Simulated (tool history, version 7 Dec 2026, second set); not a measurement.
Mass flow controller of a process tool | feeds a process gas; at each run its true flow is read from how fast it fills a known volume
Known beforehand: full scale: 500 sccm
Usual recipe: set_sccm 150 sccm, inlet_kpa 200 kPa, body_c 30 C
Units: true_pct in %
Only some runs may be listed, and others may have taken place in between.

{"run": 1, "hour": 0.0, "set_sccm": 150, "inlet_kpa": 200, "body_c": 30, "true_pct": 97.58}
{"run": 2, "hour": 121.7, "set_sccm": 150, "inlet_kpa": 219, "body_c": 30, "true_pct": 97.64}
{"run": 3, "hour": 257.1, "set_sccm": 150, "inlet_kpa": 219, "body_c": 30, "true_pct": 97.68}
{"run": 4, "hour": 333.3, "set_sccm": 150, "inlet_kpa": 200, "body_c": 31, "true_pct": 97.61}
{"run": 5, "hour": 467.1, "set_sccm": 150, "inlet_kpa": 200, "body_c": 31, "true_pct": 97.55}
{"run": 6, "hour": 607.5, "set_sccm": 150, "inlet_kpa": 200, "body_c": 30, "true_pct": 97.78}
{"run": 7, "hour": 707.2, "set_sccm": 150, "inlet_kpa": 200, "body_c": 30, "true_pct": 97.63}
{"run": 8, "hour": 818.5, "set_sccm": 150, "inlet_kpa": 200, "body_c": 30, "true_pct": 97.64}
{"run": 9, "hour": 952.2, "set_sccm": 150, "inlet_kpa": 200, "body_c": 30, "true_pct": 97.63}
{"run": 10, "hour": 1088.9, "set_sccm": 150, "inlet_kpa": 200, "body_c": 30, "true_pct": 97.73}
{"run": 11, "hour": 1154.1, "set_sccm": 150, "inlet_kpa": 222, "body_c": 38, "true_pct": 97.21}
{"run": 12, "hour": 1273.7, "set_sccm": 150, "inlet_kpa": 222, "body_c": 38, "true_pct": 97.43}
{"run": 13, "hour": 1393.5, "set_sccm": 315, "inlet_kpa": 222, "body_c": 38, "true_pct": 98.41}
{"run": 14, "hour": 1485.9, "set_sccm": 315, "inlet_kpa": 222, "body_c": 38, "true_pct": 98.48}
{"run": 15, "hour": 1610.3, "set_sccm": 249, "inlet_kpa": 158, "body_c": 28, "true_pct": 98.25}

Expected results for the next run?
{"run": 16, "hour": 1745.4, "set_sccm": 88, "inlet_kpa": 200, "body_c": 23, "true_pct": "?"}

Run 16 came out at true_pct 97.60 %.
With no hidden state in the tool, this same run would have given true_pct 97.58 %.

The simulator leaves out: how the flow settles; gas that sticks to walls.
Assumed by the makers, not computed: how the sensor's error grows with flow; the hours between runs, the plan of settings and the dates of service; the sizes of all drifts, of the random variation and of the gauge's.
